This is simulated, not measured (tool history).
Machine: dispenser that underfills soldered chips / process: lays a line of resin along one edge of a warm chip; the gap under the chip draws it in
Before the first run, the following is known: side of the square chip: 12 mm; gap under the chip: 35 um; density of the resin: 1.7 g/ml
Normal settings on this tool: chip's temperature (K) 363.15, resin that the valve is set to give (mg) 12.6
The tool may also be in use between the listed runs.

run     day  chip's temperature (K)  resin that the valve is set to give (mg)  time until the resin shows at the far edge (s)  resin that the valve gave (mg)
  1   0.000                  363.15                                      12.6                                           315.9                           12.15
  2   0.604                  363.15                                      12.6                                           367.3                           12.25
  3   0.967                  363.15                                      12.6                                           324.3                           12.18
  4   1.371                  372.15                                      12.6                                           234.0                           12.12
  5   1.925                  363.15                                      12.6                                           328.2                           11.89
  6   2.325                  363.15                                      14.9                                           289.3                           14.00
  7   2.642                  363.15                                      15.0                                           424.7                           14.05
  8   3.129                  363.15                                      15.4                                           414.4                           14.43
  9   3.500                  363.15                                      10.8                                           386.2                           10.09
 10   4.046                  363.15                                      10.8                                           433.3                            9.93
 11   4.542                  363.15                                      13.0                                           423.5                           12.04
 12   4.967                  363.15                                      13.0                                           387.7                           13.00
 13   5.592                  362.15                                      15.6                                           448.1                           15.60
 14   5.892                  353.15                                      11.4                                           492.8                           11.37
 15   6.362                  368.15                                      15.6                                           304.7                           15.36
 16   6.925                  361.15                                      13.0                                           412.1                           12.88
 17   7.296                  361.15                                      13.0                                           374.3                           12.72
 18   7.888                  367.15                                      14.9                                           341.8                           14.23
 19   8.538                  367.15                                      14.9                                           247.5                           14.34
 20   9.017                  370.15                                      12.1                                           243.1                           11.68
 21   9.404                  375.15                                      12.3                                           339.5                           11.79
 22   9.708                  377.15                                      15.2                                           253.6                           14.41
 23  10.300                  370.15                                      14.5                                           330.6                           13.82

Taken out of this log: 22 entries between the listed runs. Where each belongs, and how the hidden state differs across it:
After run 1, before run 2: new syringe of resin (day 0.404)
  resin's viscosity, % of fresh resin's: 108.7 -> 127.2; dose that the valve gives, % of what is set: 96.92 -> 96.27; true chip temperature over the reading, C: 1.35 -> 1.41
  difference, measured minus the result without the unlogged condition, time until the resin shows at the far edge (s): +15.9 -> +69.0; resin that the valve gave (mg): -0.38 -> -0.47
After run 2, before run 3: new syringe of resin (day 0.879)
  resin's viscosity, % of fresh resin's: 127.2 -> 110; dose that the valve gives, % of what is set: 96.27 -> 95.91; true chip temperature over the reading, C: 1.41 -> 1.45
  difference, measured minus the result without the unlogged condition, time until the resin shows at the far edge (s): +69.0 -> +20.0; resin that the valve gave (mg): -0.47 -> -0.52
After run 3, before run 4: new syringe of resin (day 1.367)
  resin's viscosity, % of fresh resin's: 110 -> 101.3; dose that the valve gives, % of what is set: 95.91 -> 95.56; true chip temperature over the reading, C: 1.45 -> 1.49
  difference, measured minus the result without the unlogged condition, time until the resin shows at the far edge (s): +20.0 -> -4.2; resin that the valve gave (mg): -0.52 -> -0.56
After run 4, before run 5: new syringe of resin (day 1.829)
  resin's viscosity, % of fresh resin's: 101.3 -> 113.5; dose that the valve gives, % of what is set: 95.56 -> 94.98; true chip temperature over the reading, C: 1.49 -> 1.55
  difference, measured minus the result without the unlogged condition, time until the resin shows at the far edge (s): -4.2 -> +29.2; resin that the valve gave (mg): -0.56 -> -0.62
After run 5, before run 6: new syringe of resin (day 2.304)
  resin's viscosity, % of fresh resin's: 113.5 -> 101.4; dose that the valve gives, % of what is set: 94.98 -> 94.54; true chip temperature over the reading, C: 1.55 -> 1.59
  difference, measured minus the result without the unlogged condition, time until the resin shows at the far edge (s): +29.2 -> -7.4; resin that the valve gave (mg): -0.62 -> -0.81
After run 7, before run 8: new syringe of resin (day 2.779)
  resin's viscosity, % of fresh resin's: 146.4 -> 148.3; dose that the valve gives, % of what is set: 94.22 -> 93.72; true chip temperature over the reading, C: 1.62 -> 1.68
  difference, measured minus the result without the unlogged condition, time until the resin shows at the far edge (s): +122.8 -> +123.1; resin that the valve gave (mg): -0.87 -> -0.96
After run 8, before run 9: new syringe of resin (day 3.283)
  resin's viscosity, % of fresh resin's: 148.3 -> 127.9; dose that the valve gives, % of what is set: 93.72 -> 93.35; true chip temperature over the reading, C: 1.68 -> 1.71
  difference, measured minus the result without the unlogged condition, time until the resin shows at the far edge (s): +123.1 -> +77.8; resin that the valve gave (mg): -0.96 -> -0.72
After run 9, before run 10: new syringe of resin (day 3.746)
  resin's viscosity, % of fresh resin's: 127.9 -> 139.1; dose that the valve gives, % of what is set: 93.35 -> 92.79; true chip temperature over the reading, C: 1.71 -> 1.77
  difference, measured minus the result without the unlogged condition, time until the resin shows at the far edge (s): +77.8 -> +115.3; resin that the valve gave (mg): -0.72 -> -0.77
After run 10, before run 11: new syringe of resin (day 4.229)
  resin's viscosity, % of fresh resin's: 139.1 -> 144.1; dose that the valve gives, % of what is set: 92.79 -> 92.28; true chip temperature over the reading, C: 1.77 -> 1.82
  difference, measured minus the result without the unlogged condition, time until the resin shows at the far edge (s): +115.3 -> +119.0; resin that the valve gave (mg): -0.77 -> -1.00
After run 11, before run 12: new syringe of resin (day 4.688); dispensing valve cleaned and set on the balance (day 4.967)
  resin's viscosity, % of fresh resin's: 144.1 -> 134; dose that the valve gives, % of what is set: 92.28 -> 100.14; true chip temperature over the reading, C: 1.82 -> 1.86
  difference, measured minus the result without the unlogged condition, time until the resin shows at the far edge (s): +119.0 -> +82.8; resin that the valve gave (mg): -1.00 -> +0.02
After run 12, before run 13: new syringe of resin (day 5.196)
  resin's viscosity, % of fresh resin's: 134 -> 156.7; dose that the valve gives, % of what is set: 100.14 -> 99.47; true chip temperature over the reading, C: 1.86 -> 1.92
  difference, measured minus the result without the unlogged condition, time until the resin shows at the far edge (s): +82.8 -> +146.6; resin that the valve gave (mg): +0.02 -> -0.09
After run 13, before run 14: new syringe of resin (day 5.679)
  resin's viscosity, % of fresh resin's: 156.7 -> 126.3; dose that the valve gives, % of what is set: 99.47 -> 99.17; true chip temperature over the reading, C: 1.92 -> 1.95
  difference, measured minus the result without the unlogged condition, time until the resin shows at the far edge (s): +146.6 -> +80.6; resin that the valve gave (mg): -0.09 -> -0.10
After run 14, before run 15: new syringe of resin (day 6.158)
  resin's viscosity, % of fresh resin's: 126.3 -> 126.1; dose that the valve gives, % of what is set: 99.17 -> 98.71; true chip temperature over the reading, C: 1.95 -> 2
  difference, measured minus the result without the unlogged condition, time until the resin shows at the far edge (s): +80.6 -> +49.9; resin that the valve gave (mg): -0.10 -> -0.20
After run 15, before run 16: new syringe of resin (day 6.654)
  resin's viscosity, % of fresh resin's: 126.1 -> 136.7; dose that the valve gives, % of what is set: 98.71 -> 98.15; true chip temperature over the reading, C: 2 -> 2.06
  difference, measured minus the result without the unlogged condition, time until the resin shows at the far edge (s): +49.9 -> +93.6; resin that the valve gave (mg): -0.20 -> -0.24
After run 16, before run 17: new syringe of resin (day 7.133)
  resin's viscosity, % of fresh resin's: 136.7 -> 124.2; dose that the valve gives, % of what is set: 98.15 -> 97.79; true chip temperature over the reading, C: 2.06 -> 2.11
  difference, measured minus the result without the unlogged condition, time until the resin shows at the far edge (s): +93.6 -> +55.6; resin that the valve gave (mg): -0.24 -> -0.29
After run 17, before run 18: new syringe of resin (day 7.608)
  resin's viscosity, % of fresh resin's: 124.2 -> 138.5; dose that the valve gives, % of what is set: 97.79 -> 97.19; true chip temperature over the reading, C: 2.11 -> 2.17
  difference, measured minus the result without the unlogged condition, time until the resin shows at the far edge (s): +55.6 -> +80.9; resin that the valve gave (mg): -0.29 -> -0.42
After run 18, before run 19: new syringe of resin (day 8.079); new syringe of resin (day 8.538)
  resin's viscosity, % of fresh resin's: 138.5 -> 98.2; dose that the valve gives, % of what is set: 97.19 -> 96.57; true chip temperature over the reading, C: 2.17 -> 2.24
  difference, measured minus the result without the unlogged condition, time until the resin shows at the far edge (s): +80.9 -> -19.6; resin that the valve gave (mg): -0.42 -> -0.51
After run 19, before run 20: new syringe of resin (day 8.996)
  resin's viscosity, % of fresh resin's: 98.2 -> 103.3; dose that the valve gives, % of what is set: 96.57 -> 96.07; true chip temperature over the reading, C: 2.24 -> 2.29
  difference, measured minus the result without the unlogged condition, time until the resin shows at the far edge (s): -19.6 -> -4.7; resin that the valve gave (mg): -0.51 -> -0.48
After run 21, before run 22: new syringe of resin (day 9.475)
  resin's viscosity, % of fresh resin's: 161.7 -> 130.6; dose that the valve gives, % of what is set: 95.7 -> 95.38; true chip temperature over the reading, C: 2.33 -> 2.36
  difference, measured minus the result without the unlogged condition, time until the resin shows at the far edge (s): +118.3 -> +47.9; resin that the valve gave (mg): -0.53 -> -0.70
After run 22, before run 23: new syringe of resin (day 9.979)
  resin's viscosity, % of fresh resin's: 130.6 -> 143; dose that the valve gives, % of what is set: 95.38 -> 94.77; true chip temperature over the reading, C: 2.36 -> 2.43
  difference, measured minus the result without the unlogged condition, time until the resin shows at the far edge (s): +47.9 -> +85.1; resin that the valve gave (mg): -0.70 -> -0.76
